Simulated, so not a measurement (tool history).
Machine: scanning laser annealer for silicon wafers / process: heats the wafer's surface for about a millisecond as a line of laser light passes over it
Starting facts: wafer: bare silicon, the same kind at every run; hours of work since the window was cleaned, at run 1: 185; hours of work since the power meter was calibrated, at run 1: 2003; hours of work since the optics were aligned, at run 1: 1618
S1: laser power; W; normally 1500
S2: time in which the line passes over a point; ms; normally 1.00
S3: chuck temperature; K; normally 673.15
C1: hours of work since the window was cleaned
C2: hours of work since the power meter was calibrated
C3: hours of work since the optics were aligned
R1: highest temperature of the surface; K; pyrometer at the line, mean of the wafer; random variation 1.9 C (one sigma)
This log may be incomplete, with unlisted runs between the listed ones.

| run | day | S1 | S2 | S3 | C1 | C2 | C3 | R1 |
|---|---|---|---|---|---|---|---|---|
| 1 | 0.000 | 1500 | 1.00 | 673.15 | 185 | 2003 | 1618 | 1399.15 |
| 2 | 3.588 | 1500 | 1.00 | 673.15 | 244 | 2062 | 1677 | 1393.15 |
|  | 5.375 | optics aligned, line set to its width |
| 3 | 5.375 | 1500 | 1.00 | 673.15 | 270 | 2088 | 0 | 1400.15 |
|  | 8.471 | window over the wafer cleaned |
| 4 | 8.858 | 1500 | 1.14 | 673.15 | 6 | 2144 | 56 | 1477.15 |
| 5 | 11.375 | 1500 | 1.14 | 673.15 | 48 | 2185 | 97 | 1471.15 |
| 6 | 14.325 | 1500 | 1.14 | 673.15 | 96 | 2233 | 145 | 1461.15 |
| 7 | 17.742 | 1500 | 0.76 | 673.15 | 152 | 2289 | 201 | 1325.15 |
| 8 | 21.408 | 1500 | 0.76 | 673.15 | 212 | 2349 | 262 | 1318.15 |
| 9 | 23.688 | 1500 | 0.76 | 673.15 | 250 | 2387 | 299 | 1317.15 |
| 10 | 25.667 | 1500 | 0.76 | 673.15 | 282 | 2419 | 331 | 1314.15 |
|  | 28.088 | window over the wafer cleaned |
| 11 | 29.050 | 1500 | 0.76 | 673.15 | 16 | 2473 | 385 | 1339.15 |
| 12 | 32.288 | 1353 | 0.76 | 673.15 | 69 | 2526 | 439 | 1270.15 |
| 13 | 34.696 | 1353 | 0.76 | 673.15 | 108 | 2566 | 478 | 1266.15 |
| 14 | 37.592 | 1353 | 0.76 | 673.15 | 156 | 2613 | 526 | 1263.15 |
| 15 | 41.338 | 1353 | 0.76 | 673.15 | 217 | 2675 | 587 | 1256.15 |
| 16 | 43.604 | 1500 | 1.00 | 673.15 | 254 | 2712 | 624 | 1396.15 |
| 17 | 45.575 | 1500 | 1.00 | 673.15 | 287 | 2744 | 656 | 1394.15 |
|  | 47.704 | window over the wafer cleaned |
| 18 | 48.912 | 1500 | 1.00 | 673.15 | 20 | 2798 | 710 | 1426.15 |
| 19 | 50.967 | 1500 | 1.00 | 673.15 | 53 | 2831 | 743 | 1423.15 |
| 20 | 54.429 | 1500 | 0.78 | 642.15 | 110 | 2888 | 800 | 1308.15 |
| 21 | 57.079 | 1440 | 0.84 | 689.15 | 154 | 2932 | 844 | 1345.15 |
| 22 | 60.850 | 1513 | 0.76 | 680.15 | 216 | 2993 | 906 | 1333.15 |
| 23 | 64.096 | 1500 | 1.00 | 650.15 | 269 | 3047 | 959 | 1372.15 |
|  | 67.329 | window over the wafer cleaned |
| 24 | 67.329 | 1500 | 1.00 | 650.15 | 0 | 3098 | 1010 | 1400.15 |
| 25 | 70.588 | 1500 | 1.00 | 667.15 | 53 | 3152 | 1064 | 1414.15 |
| 26 | 72.558 | 1554 | 0.71 | 705.15 | 86 | 3184 | 1096 | 1364.15 |
| 27 | 74.900 | 1467 | 1.00 | 713.15 | 124 | 3222 | 1135 | 1434.15 |
| 28 | 76.929 | 1467 | 1.00 | 684.15 | 157 | 3256 | 1168 | 1399.15 |
| 29 | 79.042 | 1467 | 1.00 | 684.15 | 192 | 3290 | 1202 | 1395.15 |
| 30 | 81.342 | 1338 | 1.01 | 642.15 | 230 | 3328 | 1240 | 1291.15 |
| 31 | 83.688 | 1338 | 1.01 | 642.15 | 268 | 3366 | 1279 | 1287.15 |
| 32 | 85.629 | 1338 | 1.01 | 642.15 | 300 | 3398 | 1310 | 1285.15 |
|  | 87.000 | window over the wafer cleaned |
| 33 | 88.233 | 1528 | 0.93 | 654.15 | 20 | 3440 | 1352 | 1393.15 |
| 34 | 90.996 | 1349 | 0.93 | 654.15 | 66 | 3485 | 1397 | 1307.15 |
| 35 | 93.412 | 1556 | 0.94 | 693.15 | 105 | 3524 | 1437 | 1442.15 |
| 36 | 95.550 | 1439 | 0.94 | 693.15 | 140 | 3560 | 1472 | 1382.15 |
| 37 | 97.112 | 1526 | 0.94 | 639.15 | 166 | 3585 | 1497 | 1370.15 |
| 38 | 100.183 | 1643 | 0.84 | 670.15 | 216 | 3636 | 1548 | 1408.15 |

Consider 4 possible next runs. They are alternatives, not a sequence: every one starts from the tool as it was left by run 38. What does each give?
| A | 102.304 | 1513 | 0.84 | 706.15 | 251 | 3670 | 1583 | ? |
| B | 102.304 | 1411 | 0.76 | 694.15 | 251 | 3670 | 1583 | ? |
| C | 102.304 | 1500 | 1.09 | 673.15 | 251 | 3670 | 1583 | ? |
| D | 102.304 | 1643 | 1.19 | 670.15 | 251 | 3670 | 1583 | ? |

| run | R1 |
|---|---|
| A | 1380.15 |
| B | 1298.15 |
| C | 1424.15 |
| D | 1528.15 |
Without the tool's hidden state the same runs would have given:
| run | R1 |
|---|---|
| A | 1407.15 |
| B | 1323.15 |
| C | 1455.15 |
| D | 1563.15 |
